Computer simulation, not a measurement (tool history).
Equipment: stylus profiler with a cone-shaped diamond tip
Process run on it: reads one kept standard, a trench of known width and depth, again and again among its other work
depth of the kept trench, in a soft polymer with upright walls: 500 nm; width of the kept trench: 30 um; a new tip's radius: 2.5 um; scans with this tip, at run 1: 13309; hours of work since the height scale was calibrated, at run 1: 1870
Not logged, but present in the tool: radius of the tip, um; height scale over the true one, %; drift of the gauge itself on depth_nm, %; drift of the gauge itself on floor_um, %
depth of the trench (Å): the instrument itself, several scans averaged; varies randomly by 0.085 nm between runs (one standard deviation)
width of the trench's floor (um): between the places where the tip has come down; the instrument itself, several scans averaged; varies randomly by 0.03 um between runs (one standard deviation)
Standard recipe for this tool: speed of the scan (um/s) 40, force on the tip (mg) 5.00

run,hour,speed of the scan (um/s),force on the tip (mg),scans with this tip,hours of work since the height scale was calibrated,depth of the trench (Å),width of the trench's floor (um)
1,0.0,40,5.00,13309,1870,5077.7,24.83
2,53.3,40,5.00,13543,1903,5078.8,24.83
3,114.3,40,5.00,13810,1941,5078.0,24.76
# hour 123.9: height scale calibrated on a step standard
4,160.0,40,5.00,14009,22,5063.1,24.75
5,233.6,149,5.00,14331,68,5062.3,24.33
6,318.7,40,5.00,14704,120,5065.8,24.65
7,362.2,40,4.95,14895,147,5064.6,24.66
8,451.2,40,4.95,15286,202,5064.3,24.60
9,539.6,40,4.95,15673,256,5064.7,24.50
10,591.5,40,3.84,15901,288,5055.9,24.52
11,632.1,40,3.84,16079,313,5054.8,24.44
12,714.9,40,3.84,16443,364,5054.7,24.40
13,763.0,100,12.83,16654,394,5122.8,24.31
14,839.1,40,1.73,16987,441,5034.4,24.29
15,887.1,40,1.73,17198,471,5035.1,24.30
16,966.2,18,10.57,17545,519,5108.8,24.41
17,1015.0,28,5.34,17759,549,5070.4,24.33
# hour 1071.9: new tip fitted, height scale calibrated
18,1113.3,86,2.19,182,26,5037.5,26.56
19,1208.3,53,2.59,599,84,5042.9,26.65
20,1296.1,53,2.59,984,138,5045.8,26.58
21,1340.2,13,4.26,1177,165,5060.7,26.75

Hidden state at the last listed run before each entry between runs and at the first one after, where it differs:
Runs 3 to 4: height scale calibrated on a step standard (hour 123.9)
  radius of the tip, um: 6.73 -> 6.8; height scale over the true one, %: 0.253 -> -0.025
  difference, measured minus the result without the unlogged condition, depth of the trench (Å): +12.9 -> -1.3; width of the trench's floor (um): -2.09 -> -2.12
Runs 17 to 18: new tip fitted, height scale calibrated (hour 1071.9)
  radius of the tip, um: 8.01 -> 2.48; height scale over the true one, %: 0.051 -> 0.03
  difference, measured minus the result without the unlogged condition, depth of the trench (Å): +2.6 -> +1.5; width of the trench's floor (um): -2.57 -> +0.01

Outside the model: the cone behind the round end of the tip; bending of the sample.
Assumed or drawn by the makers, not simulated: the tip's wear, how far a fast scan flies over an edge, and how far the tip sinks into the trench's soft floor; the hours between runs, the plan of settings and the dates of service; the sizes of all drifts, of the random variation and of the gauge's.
